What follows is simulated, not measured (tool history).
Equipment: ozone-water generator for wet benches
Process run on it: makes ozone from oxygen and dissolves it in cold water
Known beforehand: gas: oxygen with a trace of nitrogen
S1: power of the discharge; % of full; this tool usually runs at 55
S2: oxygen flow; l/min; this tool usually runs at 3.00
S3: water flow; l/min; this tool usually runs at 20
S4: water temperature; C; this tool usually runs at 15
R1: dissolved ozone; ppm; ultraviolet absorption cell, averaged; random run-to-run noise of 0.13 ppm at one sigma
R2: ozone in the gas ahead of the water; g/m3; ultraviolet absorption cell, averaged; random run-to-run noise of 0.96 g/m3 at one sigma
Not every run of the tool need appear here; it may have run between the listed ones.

run 1 day=0.000 | S1=55 S2=3.00 S3=20 S4=15 | R1=14.5 R2=163.4
run 2 day=4.158 | S1=55 S2=3.00 S3=20 S4=15 | R1=14.5 R2=162.0
run 3 day=7.517 | S1=55 S2=2.22 S3=20 S4=15 | R1=13.9 R2=198.3
run 4 day=12.550 | S1=55 S2=2.22 S3=20 S4=15 | R1=14.1 R2=197.6
run 5 day=16.796 | S1=55 S2=2.22 S3=20 S4=15 | R1=14.2 R2=197.1
run 6 day=20.267 | S1=92 S2=2.18 S3=20 S4=21 | R1=17.5 R2=259.8
run 7 day=25.750 | S1=55 S2=4.14 S3=20 S4=10 | R1=15.2 R2=130.2
run 8 day=33.925 | S1=74 S2=3.00 S3=20 S4=15 | R1=16.8 R2=188.7
run 9 day=40.512 | S1=95 S2=3.00 S3=20 S4=15 | R1=19.3 R2=213.1
run 10 day=44.942 | S1=95 S2=4.20 S3=32 S4=10 | R1=13.3 R2=171.3

Predict each of these 5 candidate next runs independently; none follows another, all start after run 10:
run A day=52.229 | S1=55 S2=3.00 S3=20 S4=22 | R1=? R2=?
run B day=52.229 | S1=44 S2=3.00 S3=23 S4=20 | R1=? R2=?
run C day=52.229 | S1=95 S2=1.80 S3=16 S4=10 | R1=? R2=?
run D day=52.229 | S1=41 S2=1.86 S3=20 S4=11 | R1=? R2=?
run E day=52.229 | S1=91 S2=4.20 S3=14 S4=13 | R1=? R2=?

run=A R1=13.4 R2=159.1
run=B R1=10.8 R2=143.3
run=C R1=23.3 R2=294.9
run=D R1=12.3 R2=185.3
run=E R1=25.6 R2=166.6
Without the tool's hidden state the same runs would have given:
run=A R1=13.5 R2=162.5
run=B R1=10.9 R2=146.4
run=C R1=23.4 R2=301.4
run=D R1=12.3 R2=189.3
run=E R1=25.6 R2=170.2
